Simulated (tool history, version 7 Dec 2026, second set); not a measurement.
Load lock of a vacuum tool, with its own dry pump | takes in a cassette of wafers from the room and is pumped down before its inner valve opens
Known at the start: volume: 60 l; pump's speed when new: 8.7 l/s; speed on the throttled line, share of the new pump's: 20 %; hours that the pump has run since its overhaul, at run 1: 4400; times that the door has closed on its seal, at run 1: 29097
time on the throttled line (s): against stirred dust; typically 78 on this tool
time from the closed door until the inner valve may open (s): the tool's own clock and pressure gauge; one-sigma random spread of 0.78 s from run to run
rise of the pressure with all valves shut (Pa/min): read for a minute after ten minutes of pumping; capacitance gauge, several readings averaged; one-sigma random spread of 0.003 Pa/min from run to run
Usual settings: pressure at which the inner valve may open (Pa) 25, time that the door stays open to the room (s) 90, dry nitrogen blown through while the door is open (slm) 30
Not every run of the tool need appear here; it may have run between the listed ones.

run    hour  time on the throttled line (s)  pressure at which the inner valve may open (Pa)  time that the door stays open to the room (s)  dry nitrogen blown through while the door is open (slm)  hours that the pump has run since its overhaul  times that the door has closed on its seal  incoming humidity of the room's air, %  time from the closed door until the inner valve may open (s)  rise of the pressure with all valves shut (Pa/min)
  1     0.0                              78                                               25                                             90                                                       30                                            4400                                       29097                                    44.9                                                         125.1                                               0.605
  2   165.6                             130                                               25                                             90                                                       30                                            4566                                       29591                                    43.6                                                         165.8                                               0.605
  3   369.4                              78                                               43                                             90                                                       30                                            4770                                       30198                                    44.4                                                         121.4                                               0.631
  4   578.4                              78                                               43                                             90                                                       30                                            4979                                       30820                                    43.1                                                         120.9                                               0.637
  5   712.5                              84                                               43                                             90                                                       30                                            5113                                       31220                                    40.2                                                         126.7                                               0.660
  6   842.5                              84                                               43                                             90                                                       30                                            5243                                       31607                                    42.9                                                         126.4                                               0.670
  7  1113.7                              84                                               43                                             90                                                       30                                            5514                                       32415                                    45.3                                                         127.6                                               0.696
  8  1420.9                              84                                               43                                             90                                                       30                                            5821                                       33330                                    45.3                                                         126.8                                               0.739
     1529.6  -- door's seal changed, seat wiped
  9  1725.3                              78                                               25                                             90                                                       30                                            6124                                         583                                    43.6                                                         127.7                                               0.037
 10  1893.4                              78                                               25                                             90                                                        6                                            6292                                        1084                                    46.9                                                         127.4                                               0.069
 11  2074.2                              78                                               25                                             90                                                       30                                            6473                                        1622                                    44.0                                                         127.0                                               0.043
 12  2274.8                              78                                               25                                             90                                                       30                                            6674                                        2220                                    49.5                                                         128.3                                               0.053
 13  2482.1                              78                                               30                                             90                                                       30                                            6881                                        2837                                    44.2                                                         126.7                                               0.053
 14  2780.0                             140                                               25                                             90                                                       30                                            7179                                        3724                                    44.6                                                         174.1                                               0.063
 15  3017.0                              78                                               25                                             90                                                       28                                            7416                                        4430                                    43.2                                                         129.5                                               0.070
 16  3235.5                              78                                               25                                             90                                                       28                                            7634                                        5081                                    45.1                                                         130.6                                               0.079
 17  3421.9                              78                                               25                                             90                                                       28                                            7821                                        5636                                    46.3                                                         130.1                                               0.090
 18  3624.3                              78                                               25                                             90                                                       30                                            8023                                        6239                                    44.5                                                         131.3                                               0.088
 19  3830.1                             147                                               40                                             65                                                       10                                            8229                                        6852                                    48.0                                                         179.3                                               0.105
 20  4102.6                             147                                               19                                            191                                                       10                                            8501                                        7664                                    44.2                                                         184.8                                               0.143
 21  4263.2                              48                                               25                                            188                                                       26                                            8662                                        8142                                    47.0                                                         109.9                                               0.126
 22  4530.6                              78                                               39                                             90                                                       30                                            8929                                        8938                                    42.7                                                         129.5                                               0.116
 23  4824.0                             108                                               39                                             45                                                       26                                            9223                                        9812                                    46.2                                                         150.8                                               0.121
     4868.1  -- dry pump taken out, an overhauled one fitted
 24  5023.6                              78                                               25                                             96                                                       11                                             156                                       10389                                    48.5                                                         119.8                                               0.163
 25  5330.2                              78                                               25                                             96                                                       11                                             462                                       11302                                    44.8                                                         120.8                                               0.174
 26  5575.3                              78                                               25                                            233                                                       31                                             707                                       12032                                    46.3                                                         121.5                                               0.180
 27  5766.7                             109                                               33                                            120                                                        8                                             899                                       12602                                    49.1                                                         142.4                                               0.211
 28  5946.2                              78                                               25                                             54                                                       30                                            1078                                       13137                                    45.9                                                         120.1                                               0.172
 29  6219.2                              78                                               25                                             43                                                       28                                            1351                                       13950                                    45.8                                                         121.3                                               0.182
 30  6372.0                              78                                               25                                             43                                                       28                                            1504                                       14405                                    44.7                                                         122.0                                               0.185
 31  6541.5                              75                                               28                                             43                                                        7                                            1673                                       14910                                    43.7                                                         117.9                                               0.212
 32  6699.5                              75                                               28                                             43                                                        6                                            1831                                       15381                                    42.2                                                         118.8                                               0.226
 33  6991.0                              75                                               28                                             43                                                        6                                            2123                                       16249                                    41.7                                                         118.9                                               0.235
 34  7294.4                             156                                               24                                             43                                                        6                                            2426                                       17153                                    44.3                                                         182.0                                               0.253
 35  7514.0                              78                                               25                                             90                                                       10                                            2646                                       17807                                    44.0                                                         124.0                                               0.275
 36  7823.7                              78                                               18                                            131                                                        6                                            2956                                       18729                                    43.6                                                         126.8                                               0.310

For each run, the measured value with the value that run would have given without the tool's hidden condition subtracted. The run-to-run variation is shared by both, the gauge scatter possibly not:
The hidden state here: pump's speed, % of a new pump's; leak at the door's seal, Pa l/s; drift of the gauge itself on ready_s, %; drift of the gauge itself on rise_pa_min, %.
run  time from the closed door until the inner valve may open (s)  rise of the pressure with all valves shut (Pa/min)
  1                                                          +4.9                                              +0.564
  2                                                          +3.8                                              +0.572
  3                                                          +5.1                                              +0.592
  4                                                          +5.3                                              +0.607
  5                                                          +5.2                                              +0.623
  6                                                          +5.4                                              +0.639
  7                                                          +5.8                                              +0.655
  8                                                          +6.1                                              +0.707
  9                                                          +7.4                                              +0.004
 10                                                          +7.7                                              +0.006
 11                                                          +8.0                                              +0.010
 12                                                          +8.3                                              +0.014
 13                                                          +8.4                                              +0.019
 14                                                          +6.5                                              +0.026
 15                                                          +9.6                                              +0.033
 16                                                         +10.0                                              +0.039
 17                                                         +10.3                                              +0.045
 18                                                         +10.6                                              +0.053
 19                                                          +6.7                                              +0.058
 20                                                          +8.3                                              +0.068
 21                                                         +13.5                                              +0.075
 22                                                         +11.7                                              +0.083
 23                                                         +10.1                                              +0.093
 24                                                          +0.0                                              +0.102
 25                                                          +0.3                                              +0.115
 26                                                          +0.6                                              +0.124
 27                                                          +0.6                                              +0.134
 28                                                          +1.0                                              +0.142
 29                                                          +1.3                                              +0.155
 30                                                          +1.5                                              +0.159
 31                                                          +1.8                                              +0.171
 32                                                          +1.9                                              +0.180
 33                                                          +2.3                                              +0.190
 34                                                          +1.7                                              +0.204
 35                                                          +3.0                                              +0.217
 36                                                          +3.6                                              +0.238

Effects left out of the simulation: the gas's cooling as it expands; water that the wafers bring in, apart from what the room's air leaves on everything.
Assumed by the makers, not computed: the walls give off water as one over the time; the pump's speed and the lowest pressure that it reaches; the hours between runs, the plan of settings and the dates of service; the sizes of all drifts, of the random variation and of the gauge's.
